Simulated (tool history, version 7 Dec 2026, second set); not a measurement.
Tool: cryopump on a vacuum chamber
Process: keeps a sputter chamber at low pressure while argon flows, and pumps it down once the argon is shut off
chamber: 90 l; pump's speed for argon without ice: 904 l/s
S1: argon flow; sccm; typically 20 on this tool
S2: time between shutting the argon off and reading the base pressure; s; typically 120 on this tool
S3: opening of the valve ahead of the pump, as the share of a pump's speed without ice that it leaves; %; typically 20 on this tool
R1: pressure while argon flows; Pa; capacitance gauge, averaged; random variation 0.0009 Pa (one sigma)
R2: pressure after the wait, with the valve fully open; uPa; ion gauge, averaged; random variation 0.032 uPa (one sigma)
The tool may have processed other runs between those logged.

| run | hour | S1 | S2 | S3 | R1 | R2 |
|---|---|---|---|---|---|---|
| 1 | 0.0 | 20 | 120 | 20 | 0.1922 | 4.38 |
| 2 | 57.1 | 20 | 28 | 20 | 0.1930 | 8.65 |
| 3 | 99.0 | 20 | 28 | 20 | 0.1934 | 9.07 |
| 4 | 138.9 | 20 | 28 | 20 | 0.1928 | 9.00 |
| 5 | 174.9 | 20 | 28 | 20 | 0.1932 | 9.33 |
| 6 | 221.1 | 20 | 120 | 23 | 0.1692 | 4.89 |
| 7 | 261.9 | 20 | 120 | 20 | 0.1944 | 4.90 |
| 8 | 288.9 | 20 | 120 | 20 | 0.1943 | 4.92 |
| 9 | 339.9 | 20 | 120 | 20 | 0.1957 | 5.08 |
| 10 | 383.7 | 20 | 120 | 20 | 0.1948 | 5.12 |
| 11 | 432.7 | 20 | 172 | 20 | 0.1957 | 4.98 |
| 12 | 462.5 | 20 | 172 | 20 | 0.1947 | 4.81 |
| 13 | 505.4 | 20 | 172 | 20 | 0.1963 | 5.06 |
| 14 | 553.5 | 20 | 120 | 20 | 0.1955 | 5.54 |
| 15 | 611.6 | 20 | 120 | 20 | 0.1989 | 5.67 |
| 16 | 675.0 | 20 | 120 | 20 | 0.1872 | 4.85 |
| 17 | 725.5 | 20 | 120 | 20 | 0.1891 | 5.13 |
| 18 | 759.2 | 9 | 120 | 47 | 0.0358 | 5.11 |
| 19 | 816.3 | 9 | 269 | 47 | 0.0361 | 4.46 |
| 20 | 843.9 | 20 | 182 | 20 | 0.1902 | 4.90 |
| 21 | 886.9 | 22 | 51 | 20 | 0.2072 | 7.09 |
| 22 | 945.9 | 36 | 35 | 35 | 0.1979 | 4.82 |
| 23 | 1004.5 | 19 | 54 | 26 | 0.1396 | 3.30 |
| 24 | 1061.2 | 19 | 267 | 26 | 0.1405 | 1.15 |
| 25 | 1113.0 | 19 | 267 | 26 | 0.1388 | 1.17 |
| 26 | 1162.7 | 10 | 224 | 17 | 0.1122 | 1.37 |
| 27 | 1203.3 | 20 | 100 | 55 | 0.0709 | 2.35 |
| 28 | 1255.2 | 22 | 100 | 55 | 0.0783 | 2.40 |
| 29 | 1284.3 | 14 | 283 | 55 | 0.0503 | 1.39 |
| 30 | 1322.3 | 31 | 290 | 20 | 0.2955 | 1.46 |
| 31 | 1350.2 | 25 | 290 | 43 | 0.1149 | 1.44 |
| 32 | 1395.1 | 25 | 290 | 43 | 0.1147 | 1.59 |
| 33 | 1437.2 | 10 | 140 | 31 | 0.0631 | 2.19 |

Taken out of this log: 2 entries between the listed runs. Where each belongs, and how the hidden state differs across it:
After run 15, before run 16: pump warmed up, emptied and cooled again (hour 623.6)
  pump's speed, % of a pump's without ice: 81.1 -> 98.6; cold plate's temperature, K: 12.64 -> 12.66; leak into the chamber, uPa l/s: 3146 -> 3214
  measured minus no-state result, R1: +0.0095 -> +0.0011 Pa; R2: +4.00 -> +3.29 uPa
After run 21, before run 22: leaking fittings of the chamber tightened, without venting (hour 945.9)
  pump's speed, % of a pump's without ice: 96.2 -> 95.5; cold plate's temperature, K: 12.74 -> 12.76; leak into the chamber, uPa l/s: 3441 -> 316
  measured minus no-state result, R1: +0.0023 -> +0.0043 Pa; R2: +3.71 -> +0.04 uPa
